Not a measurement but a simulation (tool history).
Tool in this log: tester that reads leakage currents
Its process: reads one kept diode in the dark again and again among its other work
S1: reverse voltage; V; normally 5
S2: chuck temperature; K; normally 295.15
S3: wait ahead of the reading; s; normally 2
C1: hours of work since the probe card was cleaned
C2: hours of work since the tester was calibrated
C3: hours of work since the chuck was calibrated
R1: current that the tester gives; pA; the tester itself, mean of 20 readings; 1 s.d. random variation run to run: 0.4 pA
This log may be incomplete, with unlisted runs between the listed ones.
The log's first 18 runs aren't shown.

run    hour     S1      S2    S3    C1    C2    C3       R1
 19  2954.6      5  313.15     2  2397   215  1229   558.57
 20  3058.1  18.15  313.15   0.5  2477   295  1309  1141.61
 21  3194.5  18.15  313.15   0.5  2583   401  1415   1152.4
 22    3410   5.88  326.15  0.42  2750   568  1582  1473.88
 23  3529.4   3.63  304.15     2  2843   661  1675   259.54
     3618.5  -- probe card cleaned and baked
 24  3769.2   3.63  304.15     2   117   844  1858   258.35
     3894.9  -- chuck's temperature calibrated
 25  3906.4   3.63  304.15     2   222   949     9   220.27
 26  4029.6   3.63  304.15     2   317  1045   104   220.67
 27  4218.7   3.63  304.15     2   464  1191   251   222.58
 28  4342.6   3.63  314.15     2   560  1287   347   460.09
 29  4539.4      5  317.15  6.26   712  1440   500   679.37
 30  4676.1   3.57  328.15     2   818  1546   606  1175.04
 31    4873   9.86  317.15   1.6   971  1698   758  1000.34
 32  5072.5   9.86  317.15  4.23  1126  1853   913  1015.28
 33  5173.9   9.86  303.15  4.23  1204  1932   992   381.51
 34  5272.2  18.42  303.15  2.55  1281  2008  1068    539.2
 35  5395.1      5  327.15  1.09  1376  2103  1163  1371.78
 36  5597.2      5  327.15  1.09  1533  2260  1320  1392.45
 37  5802.8  17.14  296.15  9.89  1692  2419  1479   321.81
 38  6019.2   7.99  301.15  1.33  1860  2587  1647   312.18

Forecast each of these 4 alternatives for the next run:
  A  6177.4     5  295.15  7.88  1983  2710  1770   ?
  B  6177.4     5  329.15     2  1983  2710  1770   ?
  C  6177.4     5  293.15  6.26  1983  2710  1770   ?
  D  6177.4  2.48  297.15  1.38  1983  2710  1770   ?

run       R1
  A   155.08
  B  1621.13
  C   133.66
  D   122.62
With no hidden state in the tool, these same runs would have given:
run       R1
  A   131.14
  B  1441.33
  C   112.37
  D   104.85
